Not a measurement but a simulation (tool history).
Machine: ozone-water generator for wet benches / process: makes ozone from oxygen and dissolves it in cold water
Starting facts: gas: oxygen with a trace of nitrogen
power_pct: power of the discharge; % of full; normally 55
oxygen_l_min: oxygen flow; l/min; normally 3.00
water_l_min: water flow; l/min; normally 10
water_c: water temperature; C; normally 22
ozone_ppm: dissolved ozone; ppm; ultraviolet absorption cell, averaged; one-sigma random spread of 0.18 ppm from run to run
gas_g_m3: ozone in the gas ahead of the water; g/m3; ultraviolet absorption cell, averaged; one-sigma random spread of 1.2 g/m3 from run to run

run,hour,power_pct,oxygen_l_min,water_l_min,water_c,ozone_ppm,gas_g_m3
1,0.0,55,3.00,10,22,20.3,180.0
2,121.1,80,3.00,10,22,26.0,231.6
3,343.4,55,3.00,10,22,20.0,176.7
4,561.2,55,3.00,10,18,21.2,177.3
5,751.6,55,3.00,10,18,20.9,175.3
6,917.9,55,3.00,10,18,20.9,174.8
7,1122.8,55,3.00,10,18,20.5,172.3
8,1267.1,55,3.00,10,18,20.3,171.3
9,1449.3,55,3.00,10,18,20.4,171.0
10,1658.8,55,3.00,10,24,18.1,168.1
11,1816.9,55,3.00,10,22,18.4,168.3
12,2053.2,55,3.00,10,22,18.6,166.1
13,2276.8,55,3.00,10,22,18.2,164.9
14,2455.3,55,3.00,10,22,18.2,164.1
15,2579.4,55,3.00,10,22,18.2,162.4
16,2797.2,55,3.00,10,22,18.0,161.5
17,2953.5,48,2.29,10,15,18.7,178.8
18,3054.0,48,2.29,10,15,18.2,176.3
19,3165.0,55,3.00,10,14,19.8,159.1
20,3344.3,55,2.41,15,24,12.1,183.2
21,3497.7,59,2.83,7,24,22.5,170.0
# hour 3531.9: contactor cleaned
22,3707.8,59,2.83,7,24,23.0,167.8
23,3883.8,59,2.83,7,24,22.6,167.4
24,3990.5,59,2.83,7,23,22.6,165.1
25,4174.3,63,2.83,7,18,25.7,172.1
# hour 4304.0: electrodes of the discharge changed
26,4357.1,75,4.91,7,24,33.7,206.6
27,4496.6,75,4.91,7,24,32.8,205.9
28,4606.1,59,2.74,7,27,30.5,246.6
29,4800.9,59,2.74,7,27,30.4,244.0
# hour 4956.2: water thermometer calibrated
30,4956.2,59,2.74,7,27,30.7,239.9
31,5067.6,59,2.74,7,27,30.2,243.2
32,5164.3,59,4.44,9,26,22.7,171.5

Each row is a separate what-if for the run after 32, all from the same tool condition, not one after another. Results?
A,5302.6,59,2.07,7,26,?,?
B,5302.6,51,4.44,9,26,?,?
C,5302.6,43,4.44,9,26,?,?

run,ozone_ppm,gas_g_m3
A,32.9,290.6
B,20.0,153.5
C,17.3,132.8
With the hidden condition removed and each run's random variation left untouched, the same runs would have given:
run,ozone_ppm,gas_g_m3
A,34.2,298.5
B,20.8,157.1
C,17.9,135.2
